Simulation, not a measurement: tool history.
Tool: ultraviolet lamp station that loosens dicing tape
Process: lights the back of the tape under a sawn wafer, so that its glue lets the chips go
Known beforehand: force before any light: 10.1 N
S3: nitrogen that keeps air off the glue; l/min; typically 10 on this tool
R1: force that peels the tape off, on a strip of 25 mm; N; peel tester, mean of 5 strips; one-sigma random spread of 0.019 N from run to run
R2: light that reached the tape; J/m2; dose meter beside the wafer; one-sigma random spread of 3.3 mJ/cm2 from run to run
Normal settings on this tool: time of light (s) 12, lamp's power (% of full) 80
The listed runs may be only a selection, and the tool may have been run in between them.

Run 1, hour 0: usual settings. Result: R1 1.202 N, R2 4470 J/m2.
Run 2, hour 10.7: usual settings but lamp's power (% of full) 86. Result: R1 1.017 N, R2 4820 J/m2.
Run 3, hour 24.3: usual settings but lamp's power (% of full) 86. Result: R1 1.005 N, R2 4830 J/m2.
Run 4, hour 41.2: usual settings but time of light (s) 23. Result: R1 0.361 N, R2 8540 J/m2.
Run 5, hour 66.6: usual settings. Result: R1 1.263 N, R2 4420 J/m2.
Run 6, hour 90.9: usual settings. Result: R1 1.296 N, R2 4390 J/m2.
Run 7, hour 111.4: usual settings. Result: R1 1.248 N, R2 4400 J/m2.
Run 8, hour 125.3: usual settings but lamp's power (% of full) 85. Result: R1 1.154 N, R2 4620 J/m2.
Run 9, hour 143.1: usual settings but lamp's power (% of full) 85. Result: R1 1.156 N, R2 4650 J/m2.
Run 10, hour 154.6: usual settings but lamp's power (% of full) 99. Result: R1 0.87 N, R2 5390 J/m2.
Run 11, hour 170.3: usual settings but lamp's power (% of full) 99. Result: R1 0.82 N, R2 5230 J/m2.
At hour 173.1: window cleaned of glue's vapour.
Run 12, hour 185.8: usual settings. Result: R1 1.271 N, R2 4300 J/m2.
Run 13, hour 205.4: usual settings but S3 7 l/min. Result: R1 1.623 N, R2 4190 J/m2.
Run 14, hour 226.2: usual settings but S3 5 l/min. Result: R1 1.933 N, R2 4220 J/m2.
Run 15, hour 239.4: usual settings but S3 15 l/min. Result: R1 1.065 N, R2 4160 J/m2.
Run 16, hour 258.1: usual settings but time of light (s) 10. Result: R1 1.889 N, R2 3480 J/m2.
Run 17, hour 276.1: usual settings but time of light (s) 10. Result: R1 1.899 N, R2 3440 J/m2.
Run 18, hour 301.3: usual settings. Result: R1 1.376 N, R2 4150 J/m2.
Run 19, hour 314.7: usual settings. Result: R1 1.407 N, R2 4110 J/m2.
At hour 326.1: window cleaned of glue's vapour, once more.
Run 20, hour 334.4: usual settings. Result: R1 1.234 N, R2 4430 J/m2.
Run 21, hour 356.8: usual settings but time of light (s) 13, lamp's power (% of full) 94, S3 3 l/min. Result: R1 1.678 N, R2 5510 J/m2.
Run 22, hour 371.2: usual settings but time of light (s) 13, lamp's power (% of full) 83, S3 5 l/min. Result: R1 1.473 N, R2 4870 J/m2.
Run 23, hour 392.9: usual settings but time of light (s) 13. Result: R1 1.116 N, R2 4650 J/m2.
Run 24, hour 404.2: usual settings but time of light (s) 7, lamp's power (% of full) 68, S3 19 l/min. Result: R1 2.992 N, R2 2160 J/m2.
Run 25, hour 418.3: usual settings but time of light (s) 7, lamp's power (% of full) 68, S3 19 l/min. Result: R1 2.95 N, R2 2100 J/m2.
Run 26, hour 442.3: usual settings but time of light (s) 7, lamp's power (% of full) 61. Result: R1 3.925 N, R2 1910 J/m2.
Run 27, hour 458.6: usual settings but time of light (s) 7, lamp's power (% of full) 61. Result: R1 3.988 N, R2 1900 J/m2.
Run 28, hour 480.4: usual settings but time of light (s) 11, lamp's power (% of full) 75. Result: R1 1.81 N, R2 3640 J/m2.
Run 29, hour 503.9: usual settings but time of light (s) 6, lamp's power (% of full) 60, S3 9 l/min. Result: R1 4.706 N, R2 1560 J/m2.
Run 30, hour 521.4: usual settings but lamp's power (% of full) 84, S3 3 l/min. Result: R1 2.542 N, R2 4280 J/m2.
Run 31, hour 538.4: usual settings but lamp's power (% of full) 64. Result: R1 2.001 N, R2 3330 J/m2.
Run 32, hour 562.4: usual settings but time of light (s) 9, lamp's power (% of full) 64. Result: R1 2.959 N, R2 2480 J/m2.
Run 33, hour 584.6: usual settings but time of light (s) 18, lamp's power (% of full) 64, S3 15 l/min. Result: R1 0.842 N, R2 4890 J/m2.
Run 34, hour 598.2: usual settings but time of light (s) 19, lamp's power (% of full) 84, S3 4 l/min. Result: R1 0.952 N, R2 6790 J/m2.
Run 35, hour 613.8: usual settings but time of light (s) 22, lamp's power (% of full) 85, S3 4 l/min. Result: R1 0.713 N, R2 7920 J/m2.
Run 36, hour 624.4: usual settings but S3 12 l/min. Result: R1 1.306 N, R2 4070 J/m2.
Run 37, hour 645.8: usual settings but time of light (s) 9, lamp's power (% of full) 65, S3 11 l/min. Result: R1 2.996 N, R2 2460 J/m2.
Run 38, hour 657.5: usual settings but time of light (s) 10, lamp's power (% of full) 63. Result: R1 2.76 N, R2 2600 J/m2.
Run 39, hour 672.2: usual settings but time of light (s) 10, lamp's power (% of full) 63. Result: R1 2.71 N, R2 2630 J/m2.

Below are 5 alternative next runs, each starting from the tool's condition after run 39. Predict each:
Run A, hour 683.2: usual settings but time of light (s) 6, lamp's power (% of full) 71, S3 7 l/min. Result: R1 ?, R2 ?.
Run B, hour 683.2: usual settings but time of light (s) 23, lamp's power (% of full) 96, S3 18 l/min. Result: R1 ?, R2 ?.
Run C, hour 683.2: usual settings but time of light (s) 8, lamp's power (% of full) 70, S3 6 l/min. Result: R1 ?, R2 ?.
Run D, hour 683.2: usual settings but time of light (s) 10, lamp's power (% of full) 62, S3 13 l/min. Result: R1 ?, R2 ?.
Run E, hour 683.2: usual settings but time of light (s) 6, lamp's power (% of full) 68, S3 7 l/min. Result: R1 ?, R2 ?.

run     R1    R2
  A  4.537  1780
  B   0.27  9120
  C  3.719  2270
  D  2.638  2590
  E  4.853  1700
With no hidden state in the tool, these same runs would have given:
run     R1     R2
  A  3.612   2290
  B  0.237  11820
  C  2.807   2950
  D  1.813   3340
  E  3.898   2200

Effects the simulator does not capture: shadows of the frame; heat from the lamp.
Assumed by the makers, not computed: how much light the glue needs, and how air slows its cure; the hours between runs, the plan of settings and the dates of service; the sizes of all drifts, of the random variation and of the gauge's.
